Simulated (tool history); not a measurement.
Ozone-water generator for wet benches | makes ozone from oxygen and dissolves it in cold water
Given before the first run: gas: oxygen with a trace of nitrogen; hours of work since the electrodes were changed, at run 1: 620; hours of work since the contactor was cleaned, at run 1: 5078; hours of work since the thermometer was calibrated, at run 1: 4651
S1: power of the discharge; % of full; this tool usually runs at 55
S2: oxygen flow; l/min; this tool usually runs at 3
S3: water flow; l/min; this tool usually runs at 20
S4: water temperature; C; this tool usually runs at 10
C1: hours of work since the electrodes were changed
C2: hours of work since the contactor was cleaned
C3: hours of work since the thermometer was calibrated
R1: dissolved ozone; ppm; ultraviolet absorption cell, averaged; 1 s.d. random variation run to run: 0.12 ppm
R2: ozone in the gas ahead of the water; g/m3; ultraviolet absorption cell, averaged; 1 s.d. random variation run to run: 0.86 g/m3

{"run": 1, "day": 0.0, "S1": 55, "S2": 3, "S3": 20, "S4": 10, "C1": 620, "C2": 5078, "C3": 4651, "R1": 11.1, "R2": 138.1}
{"run": 2, "day": 0.833, "S1": 55, "S2": 3, "S3": 20, "S4": 10, "C1": 636, "C2": 5094, "C3": 4667, "R1": 11, "R2": 138.4}
{"run": 3, "day": 1.462, "S1": 55, "S2": 3, "S3": 20, "S4": 10, "C1": 647, "C2": 5105, "C3": 4679, "R1": 11.2, "R2": 138.9}
{"run": 4, "day": 2.946, "S1": 55, "S2": 3, "S3": 24, "S4": 10, "C1": 675, "C2": 5133, "C3": 4706, "R1": 9.2, "R2": 140.9}
{"run": 5, "day": 3.85, "S1": 55, "S2": 3, "S3": 24, "S4": 10, "C1": 692, "C2": 5150, "C3": 4723, "R1": 9.4, "R2": 139.1}
{"run": 6, "day": 4.708, "S1": 55, "S2": 3, "S3": 24, "S4": 10, "C1": 708, "C2": 5166, "C3": 4739, "R1": 9.5, "R2": 138.6}
{"run": 7, "day": 6.162, "S1": 55, "S2": 3, "S3": 24, "S4": 10, "C1": 735, "C2": 5193, "C3": 4766, "R1": 9.1, "R2": 138.7}
{"run": 8, "day": 7.05, "S1": 55, "S2": 3, "S3": 24, "S4": 10, "C1": 752, "C2": 5210, "C3": 4783, "R1": 9.5, "R2": 138.6}
{"run": 9, "day": 8.592, "S1": 55, "S2": 3, "S3": 24, "S4": 10, "C1": 781, "C2": 5239, "C3": 4812, "R1": 9.3, "R2": 139.2}
{"run": 10, "day": 9.654, "S1": 55, "S2": 3, "S3": 24, "S4": 10, "C1": 801, "C2": 5259, "C3": 4832, "R1": 9.3, "R2": 138.9}
{"run": 11, "day": 10.588, "S1": 55, "S2": 3, "S3": 24, "S4": 10, "C1": 818, "C2": 5276, "C3": 4849, "R1": 9.2, "R2": 138.5}
{"run": 12, "day": 11.658, "S1": 55, "S2": 3, "S3": 30, "S4": 10, "C1": 838, "C2": 5296, "C3": 4869, "R1": 7.3, "R2": 139.9}
{"run": 13, "day": 12.467, "S1": 55, "S2": 3, "S3": 20, "S4": 10, "C1": 853, "C2": 5311, "C3": 4884, "R1": 11, "R2": 139.6}
{"run": 14, "day": 13.462, "S1": 55, "S2": 3, "S3": 20, "S4": 10, "C1": 872, "C2": 5330, "C3": 4903, "R1": 11.4, "R2": 139.6}
{"run": 15, "day": 14.15, "S1": 55, "S2": 3.21, "S3": 20, "S4": 10, "C1": 885, "C2": 5343, "C3": 4916, "R1": 11.2, "R2": 136}
{"run": 16, "day": 14.979, "S1": 55, "S2": 3.73, "S3": 21, "S4": 11, "C1": 900, "C2": 5358, "C3": 4931, "R1": 11.3, "R2": 128.5}
{"day": 15.071, "done": "water thermometer calibrated"}
{"run": 17, "day": 16.108, "S1": 55, "S2": 1.57, "S3": 13, "S4": 6, "C1": 921, "C2": 5379, "C3": 19, "R1": 13.3, "R2": 175}
{"run": 18, "day": 16.975, "S1": 55, "S2": 1.65, "S3": 25, "S4": 10, "C1": 937, "C2": 5395, "C3": 36, "R1": 6.8, "R2": 172.6}
{"run": 19, "day": 17.838, "S1": 55, "S2": 2.75, "S3": 25, "S4": 13, "C1": 953, "C2": 5411, "C3": 52, "R1": 8.4, "R2": 143.1}
{"run": 20, "day": 19.212, "S1": 55, "S2": 2.75, "S3": 25, "S4": 13, "C1": 979, "C2": 5437, "C3": 77, "R1": 8.2, "R2": 143.3}
{"run": 21, "day": 19.946, "S1": 55, "S2": 3.05, "S3": 14, "S4": 6, "C1": 993, "C2": 5451, "C3": 91, "R1": 15.8, "R2": 137}
{"run": 22, "day": 21.162, "S1": 53, "S2": 3, "S3": 20, "S4": 13, "C1": 1015, "C2": 5473, "C3": 114, "R1": 10.3, "R2": 135.5}
{"run": 23, "day": 21.942, "S1": 58, "S2": 3, "S3": 20, "S4": 10, "C1": 1030, "C2": 5488, "C3": 128, "R1": 11.4, "R2": 142}
{"day": 22.575, "done": "water thermometer calibrated, once more"}
{"run": 24, "day": 23.317, "S1": 88, "S2": 3, "S3": 20, "S4": 10, "C1": 1055, "C2": 5513, "C3": 14, "R1": 14.8, "R2": 188.5}

What will run 25 give?
{"run": 25, "day": 23.958, "S1": 55, "S2": 3, "S3": 12, "S4": 14, "C1": 1067, "C2": 5525, "C3": 26, "R1": "?", "R2": "?"}

For run 25 the tool returned R1 16.3 ppm, R2 138.2 g/m3.
Were there no unlogged condition in the tool, this run, its random variation unchanged, would have produced R1 17 ppm, R2 139.5 g/m3.

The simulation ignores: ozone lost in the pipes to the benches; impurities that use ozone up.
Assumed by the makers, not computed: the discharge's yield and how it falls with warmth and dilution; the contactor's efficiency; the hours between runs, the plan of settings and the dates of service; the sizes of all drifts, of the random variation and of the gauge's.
